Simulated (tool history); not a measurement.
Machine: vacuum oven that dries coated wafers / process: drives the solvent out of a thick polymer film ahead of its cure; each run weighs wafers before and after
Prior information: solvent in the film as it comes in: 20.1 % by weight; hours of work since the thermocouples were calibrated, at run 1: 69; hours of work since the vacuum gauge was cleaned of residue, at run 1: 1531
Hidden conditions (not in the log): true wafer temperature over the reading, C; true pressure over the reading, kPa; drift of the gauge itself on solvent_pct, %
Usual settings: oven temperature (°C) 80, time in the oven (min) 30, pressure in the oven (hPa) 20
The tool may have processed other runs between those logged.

run,day,oven temperature (°C),time in the oven (min),pressure in the oven (hPa),hours of work since the thermocouples were calibrated,hours of work since the vacuum gauge was cleaned of residue,solvent left in the film (%)
1,0,80,30,20,69,1531,1.17
2,2.317,80,30,20,99,1561,1.3
3,3.808,80,30,20,118,1580,1.24
4,5.267,80,30,20,136,1598,1.27
5,7.088,80,30,20,160,1621,1.23
6,9.388,80,30,20,189,1651,1.27
7,11.979,80,30,39.6,222,1684,1.76
8,13.554,80,30,39.6,242,1704,1.81
9,16.512,80,30,20,280,1741,1.21
10,17.992,80,30,20,298,1760,1.21
11,19.558,69,41,75.7,318,1780,5.48
12,22.433,69,41,75.7,355,1817,5.44
13,24.879,69,41,75.7,386,1848,5.51
14,27.038,69,41,75.7,413,1875,5.53
15,30.008,74,41,75.7,451,1913,3.54
16,32.967,71,18,72.1,489,1951,8.29
17,35.938,71,18,72.1,527,1988,8.26
18,38.833,65,49,20,564,2025,4.24
19,41.629,65,49,20,599,2061,4.26
20,44.008,85,23,79.5,629,2091,2.23

Consider 3 possible next runs. They are alternatives, not a sequence: every one starts from the tool as it was left by run 20. What does each give?
A,46.042,67,21,31.9,655,2117,?
B,46.042,85,18,79.5,655,2117,?
C,46.042,86,23,34.4,655,2117,?

run,solvent left in the film (%)
A,8.42
B,2.7
C,1.07
Without the tool's hidden state the same runs would have given:
run,solvent left in the film (%)
A,8.38
B,2.68
C,1.06

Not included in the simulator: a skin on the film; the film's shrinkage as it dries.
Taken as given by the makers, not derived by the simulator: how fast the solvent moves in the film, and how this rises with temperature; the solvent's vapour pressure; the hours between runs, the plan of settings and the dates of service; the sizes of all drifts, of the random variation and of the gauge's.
